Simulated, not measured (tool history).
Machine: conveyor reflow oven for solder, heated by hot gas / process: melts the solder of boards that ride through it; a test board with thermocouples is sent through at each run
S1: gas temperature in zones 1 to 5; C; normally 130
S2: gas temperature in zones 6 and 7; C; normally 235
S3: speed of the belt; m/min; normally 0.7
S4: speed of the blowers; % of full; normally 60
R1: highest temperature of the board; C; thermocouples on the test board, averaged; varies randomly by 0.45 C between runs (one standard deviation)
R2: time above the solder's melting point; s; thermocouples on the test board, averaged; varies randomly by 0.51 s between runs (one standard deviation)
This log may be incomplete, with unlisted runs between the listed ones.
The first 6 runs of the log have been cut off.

Run 7, hour 162.4: usual settings but S2 245 C. Result: R1 217.2 C, R2 47.6 s.
At hour 180.7: flux residue cleaned out of gas plates and filters.
Run 8, hour 202.5: usual settings but S2 245 C. Result: R1 217 C, R2 46.7 s.
Run 9, hour 233.3: usual settings but S2 245 C. Result: R1 216.9 C, R2 48.2 s.
At hour 273.4: belt drive overhauled, speed set with a stopwatch.
Run 10, hour 273.4: usual settings but S2 245 C. Result: R1 217.3 C, R2 47.5 s.
Run 11, hour 307.5: usual settings but S2 245 C. Result: R1 217.1 C, R2 48.4 s.
Run 12, hour 325: usual settings. Result: R1 209.3 C, R2 39.9 s.
Run 13, hour 352.4: usual settings. Result: R1 209.6 C, R2 41.5 s.
Run 14, hour 373.2: usual settings. Result: R1 209.5 C, R2 40.8 s.
Run 15, hour 413.4: usual settings. Result: R1 209.5 C, R2 41.7 s.
Run 16, hour 442: usual settings. Result: R1 209.1 C, R2 41 s.
Run 17, hour 480.1: usual settings. Result: R1 209 C, R2 40.7 s.
Run 18, hour 512.2: usual settings but S1 129 C, S2 228 C, S3 0.638 m/min. Result: R1 207.7 C, R2 43.8 s.
Run 19, hour 536.4: usual settings but S2 232 C, S3 0.632 m/min. Result: R1 210.4 C, R2 47.5 s.
Run 20, hour 568.4: usual settings but S2 232 C, S3 0.632 m/min. Result: R1 210.3 C, R2 47.3 s.
Run 21, hour 597.6: usual settings but S2 232 C, S3 0.581 m/min, S4 79 % of full. Result: R1 219 C, R2 61.1 s.
Run 22, hour 635: usual settings but S2 234 C, S3 0.711 m/min, S4 79 % of full. Result: R1 214.1 C, R2 45.7 s.
Run 23, hour 654: usual settings but S1 124 C, S3 0.68 m/min. Result: R1 208.1 C, R2 40 s.
Run 24, hour 679.3: usual settings but S1 116 C, S2 234 C, S3 0.653 m/min, S4 83 % of full. Result: R1 215.5 C, R2 48.9 s.
Run 25, hour 706.9: usual settings but S1 116 C, S2 234 C, S3 0.653 m/min, S4 83 % of full. Result: R1 215.8 C, R2 48.1 s.
At hour 717.2: thermocouples of zones 6 and 7 changed.
Run 26, hour 729.8: usual settings but S4 63 % of full. Result: R1 210.4 C, R2 42.3 s.
Run 27, hour 750.9: usual settings but S2 225 C, S4 63 % of full. Result: R1 202.3 C, R2 34.1 s.
Run 28, hour 771.6: usual settings but S2 225 C, S3 0.606 m/min. Result: R1 205.4 C, R2 45.9 s.
Run 29, hour 807.1: usual settings but S2 227 C, S3 0.606 m/min, S4 78 % of full. Result: R1 213.8 C, R2 53.8 s.
Run 30, hour 842: usual settings but S2 227 C, S3 0.606 m/min, S4 78 % of full. Result: R1 212.8 C, R2 53.5 s.

Forecast each of these 3 alternatives for the next run:
At hour 863.7: flux residue cleaned out of gas plates and filters.
Run A, hour 885.4: usual settings but S2 227 C, S3 0.664 m/min, S4 78 % of full. Result: R1 ?, R2 ?.
At hour 863.7: flux residue cleaned out of gas plates and filters.
Run B, hour 885.4: usual settings but S1 141 C, S2 247 C, S3 0.606 m/min, S4 78 % of full. Result: R1 ?, R2 ?.
At hour 863.7: flux residue cleaned out of gas plates and filters.
Run C, hour 885.4: usual settings but S1 120 C, S2 230 C, S3 0.587 m/min, S4 78 % of full. Result: R1 ?, R2 ?.

run     R1    R2
  A  210.5  45.8
  B  232.5  71.2
  C  215.7    55
Without the tool's hidden state the same runs would have given:
run     R1    R2
  A  210.5  45.8
  B  232.5  71.2
  C  215.7    55

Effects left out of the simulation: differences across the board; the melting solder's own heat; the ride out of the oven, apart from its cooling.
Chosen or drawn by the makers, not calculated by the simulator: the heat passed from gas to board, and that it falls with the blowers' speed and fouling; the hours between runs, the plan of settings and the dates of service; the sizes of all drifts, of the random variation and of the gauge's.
